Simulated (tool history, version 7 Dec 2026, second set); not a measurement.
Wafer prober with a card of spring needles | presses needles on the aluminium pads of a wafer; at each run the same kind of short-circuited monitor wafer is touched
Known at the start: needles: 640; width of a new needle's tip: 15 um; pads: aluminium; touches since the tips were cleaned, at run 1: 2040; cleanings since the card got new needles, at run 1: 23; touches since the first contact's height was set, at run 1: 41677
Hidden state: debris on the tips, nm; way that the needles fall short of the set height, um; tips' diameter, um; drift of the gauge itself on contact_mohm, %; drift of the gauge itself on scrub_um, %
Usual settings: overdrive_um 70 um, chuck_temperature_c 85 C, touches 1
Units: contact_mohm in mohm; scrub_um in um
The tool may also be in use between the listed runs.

run,hour,overdrive_um,chuck_temperature_c,touches,touches since the tips were cleaned,cleanings since the card got new needles,touches since the first contact's height was set,contact_mohm,scrub_um
1,0.0,70,85,1,2040,23,41677,197,13.99
# hour 18.9: tips cleaned on abrasive film
2,32.9,70,85,1,2860,24,48370,208,13.96
# hour 49.6: tips cleaned on abrasive film
3,72.3,70,85,1,4643,25,56415,217,13.95
# hour 80.2: tips cleaned on abrasive film
4,108.5,70,85,1,5792,26,63792,224,13.93
# hour 112.0: tips cleaned on abrasive film
# hour 141.0: tips cleaned on abrasive film
5,141.0,70,85,1,0,28,70384,180,13.90
# hour 170.8: tips cleaned on abrasive film
6,173.2,70,85,1,499,29,76949,184,13.88
# hour 200.8: tips cleaned on abrasive film
7,210.1,70,85,1,1901,30,84469,201,13.91
# hour 232.3: tips cleaned on abrasive film
8,233.9,70,85,1,334,31,89316,185,13.85
# hour 263.2: tips cleaned on abrasive film
9,275.0,50,46,1,2407,32,97693,227,9.78
# hour 293.9: tips cleaned on abrasive film
10,303.6,89,79,1,1973,33,103508,193,17.68
# hour 323.7: tips cleaned on abrasive film
11,341.1,89,79,1,3558,34,111159,199,17.66
# hour 355.0: tips cleaned on abrasive film
12,370.3,73,87,1,3129,35,117110,205,14.40
# hour 384.2: tips cleaned on abrasive film
# hour 399.2: height of the first contact set anew
13,410.1,62,55,3,5238,36,2235,191,12.54
# hour 416.5: tips cleaned on abrasive film
14,443.3,56,85,1,5478,37,8989,252,11.29

Hidden state at the last listed run before each entry between runs and at the first one after, where it differs:
Between runs 1 and 2: tips cleaned on abrasive film (hour 18.9)
  debris on the tips, nm: 25 -> 36.7; way that the needles fall short of the set height, um: 0.64 -> 0.72; tips' diameter, um: 15.84 -> 15.87
  measured less the result without the state, contact_mohm: +23 -> +35 mohm; scrub_um: -0.13 -> -0.15 um
Between runs 2 and 3: tips cleaned on abrasive film (hour 49.6)
  debris on the tips, nm: 36.7 -> 48.6; way that the needles fall short of the set height, um: 0.72 -> 0.82; tips' diameter, um: 15.87 -> 15.91
  measured less the result without the state, contact_mohm: +35 -> +45 mohm; scrub_um: -0.15 -> -0.16 um
Between runs 3 and 4: tips cleaned on abrasive film (hour 80.2)
  debris on the tips, nm: 48.6 -> 57.2; way that the needles fall short of the set height, um: 0.82 -> 0.9; tips' diameter, um: 15.91 -> 15.93
  measured less the result without the state, contact_mohm: +45 -> +53 mohm; scrub_um: -0.16 -> -0.18 um
Between runs 4 and 5: tips cleaned on abrasive film (hour 112.0); tips cleaned on abrasive film (hour 141.0)
  debris on the tips, nm: 57.2 -> 6.4; way that the needles fall short of the set height, um: 0.9 -> 1.12; tips' diameter, um: 15.93 -> 16.01
  measured less the result without the state, contact_mohm: +53 -> +7 mohm; scrub_um: -0.18 -> -0.23 um
Between runs 5 and 6: tips cleaned on abrasive film (hour 170.8)
  debris on the tips, nm: 6.4 -> 12.8; way that the needles fall short of the set height, um: 1.12 -> 1.2; tips' diameter, um: 16.01 -> 16.04
  measured less the result without the state, contact_mohm: +7 -> +13 mohm; scrub_um: -0.23 -> -0.24 um
Between runs 6 and 7: tips cleaned on abrasive film (hour 200.8)
  debris on the tips, nm: 12.8 -> 31.4; way that the needles fall short of the set height, um: 1.2 -> 1.29; tips' diameter, um: 16.04 -> 16.07
  measured less the result without the state, contact_mohm: +13 -> +31 mohm; scrub_um: -0.24 -> -0.26 um
Between runs 7 and 8: tips cleaned on abrasive film (hour 232.3)
  debris on the tips, nm: 31.4 -> 8.3; way that the needles fall short of the set height, um: 1.29 -> 1.42; tips' diameter, um: 16.07 -> 16.12
  measured less the result without the state, contact_mohm: +31 -> +9 mohm; scrub_um: -0.26 -> -0.29 um
Between runs 8 and 9: tips cleaned on abrasive film (hour 263.2)
  debris on the tips, nm: 8.3 -> 33.5; way that the needles fall short of the set height, um: 1.42 -> 1.54; tips' diameter, um: 16.12 -> 16.16
  measured less the result without the state, contact_mohm: +9 -> +63 mohm; scrub_um: -0.29 -> -0.31 um
Between runs 9 and 10: tips cleaned on abrasive film (hour 293.9)
  debris on the tips, nm: 33.5 -> 27.9; way that the needles fall short of the set height, um: 1.54 -> 1.65; tips' diameter, um: 16.16 -> 16.2
  measured less the result without the state, contact_mohm: +63 -> +20 mohm; scrub_um: -0.31 -> -0.34 um
Between runs 10 and 11: tips cleaned on abrasive film (hour 323.7)
  debris on the tips, nm: 27.9 -> 43.9; way that the needles fall short of the set height, um: 1.65 -> 1.73; tips' diameter, um: 16.2 -> 16.23
  measured less the result without the state, contact_mohm: +20 -> +29 mohm; scrub_um: -0.34 -> -0.35 um
Between runs 11 and 12: tips cleaned on abrasive film (hour 355.0)
  debris on the tips, nm: 43.9 -> 37.1; way that the needles fall short of the set height, um: 1.73 -> 1.83; tips' diameter, um: 16.23 -> 16.26
  measured less the result without the state, contact_mohm: +29 -> +34 mohm; scrub_um: -0.35 -> -0.37 um
Between runs 12 and 13: tips cleaned on abrasive film (hour 384.2); height of the first contact set anew (hour 399.2)
  debris on the tips, nm: 37.1 -> 52; way that the needles fall short of the set height, um: 1.83 -> 0; tips' diameter, um: 16.26 -> 16.3
  measured less the result without the state, contact_mohm: +34 -> +24 mohm; scrub_um: -0.37 -> +0.00 um
Between runs 13 and 14: tips cleaned on abrasive film (hour 416.5)
  debris on the tips, nm: 52 -> 53.7; way that the needles fall short of the set height, um: 0 -> 0.09; tips' diameter, um: 16.3 -> 16.33
  measured less the result without the state, contact_mohm: +24 -> +76 mohm; scrub_um: +0.00 -> -0.02 um

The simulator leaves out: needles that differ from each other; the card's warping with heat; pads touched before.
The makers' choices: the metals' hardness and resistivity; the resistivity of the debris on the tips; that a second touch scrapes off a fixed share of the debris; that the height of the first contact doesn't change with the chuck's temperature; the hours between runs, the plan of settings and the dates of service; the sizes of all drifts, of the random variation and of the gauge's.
